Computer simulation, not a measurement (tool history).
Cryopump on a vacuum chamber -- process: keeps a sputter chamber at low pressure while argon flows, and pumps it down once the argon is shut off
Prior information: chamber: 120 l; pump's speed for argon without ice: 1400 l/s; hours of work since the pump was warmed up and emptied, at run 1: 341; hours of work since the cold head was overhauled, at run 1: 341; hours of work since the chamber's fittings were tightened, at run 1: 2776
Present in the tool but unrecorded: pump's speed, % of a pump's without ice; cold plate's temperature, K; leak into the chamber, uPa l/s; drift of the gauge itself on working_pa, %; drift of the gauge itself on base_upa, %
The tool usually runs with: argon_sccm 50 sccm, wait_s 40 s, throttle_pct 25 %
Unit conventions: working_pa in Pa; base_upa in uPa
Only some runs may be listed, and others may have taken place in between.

| run | hour | argon_sccm | wait_s | throttle_pct | hours of work since the pump was warmed up and emptied | hours of work since the cold head was overhauled | hours of work since the chamber's fittings were tightened | working_pa | base_upa |
|---|---|---|---|---|---|---|---|---|---|
| 1 | 0.0 | 50 | 40 | 25 | 341 | 341 | 2776 | 0.2465 | 2.73 |
| 2 | 19.6 | 50 | 40 | 25 | 354 | 354 | 2788 | 0.2463 | 2.78 |
|  | 44.5 | leaking fittings of the chamber tightened, without venting |
| 3 | 51.4 | 50 | 40 | 25 | 372 | 372 | 4 | 0.2479 | 1.75 |
| 4 | 79.6 | 50 | 40 | 25 | 390 | 390 | 22 | 0.2463 | 1.71 |
| 5 | 106.7 | 50 | 40 | 25 | 406 | 406 | 39 | 0.2481 | 1.77 |
| 6 | 120.8 | 50 | 40 | 25 | 415 | 415 | 47 | 0.2489 | 1.71 |
| 7 | 141.8 | 50 | 40 | 25 | 428 | 428 | 61 | 0.2476 | 1.71 |
| 8 | 164.8 | 82 | 40 | 25 | 443 | 443 | 75 | 0.4076 | 1.70 |
| 9 | 196.4 | 82 | 40 | 25 | 462 | 462 | 94 | 0.4039 | 1.83 |
| 10 | 221.8 | 50 | 79 | 25 | 478 | 478 | 110 | 0.2466 | 1.08 |
| 11 | 238.2 | 50 | 79 | 25 | 488 | 488 | 120 | 0.2502 | 1.06 |
| 12 | 267.4 | 50 | 40 | 25 | 506 | 506 | 139 | 0.2483 | 1.83 |
| 13 | 297.0 | 50 | 40 | 25 | 525 | 525 | 157 | 0.2485 | 1.79 |
| 14 | 327.9 | 54 | 40 | 25 | 544 | 544 | 176 | 0.2697 | 1.83 |
| 15 | 360.6 | 50 | 40 | 25 | 564 | 564 | 197 | 0.2500 | 1.76 |
| 16 | 381.4 | 22 | 40 | 25 | 577 | 577 | 210 | 0.1096 | 1.84 |
| 17 | 396.6 | 22 | 40 | 25 | 587 | 587 | 219 | 0.1100 | 1.81 |
| 18 | 416.5 | 22 | 40 | 50 | 599 | 599 | 231 | 0.0577 | 1.81 |
| 19 | 450.2 | 31 | 40 | 25 | 620 | 620 | 252 | 0.1536 | 1.82 |

Expected results for the next run?
| 20 | 465.5 | 96 | 71 | 51 | 630 | 630 | 262 | ? | ? |

working_pa: 0.2475 Pa
base_upa: 1.17 uPa
With no hidden state in the tool, this same run would have given working_pa 0.2285 Pa, base_upa 1.02 uPa.
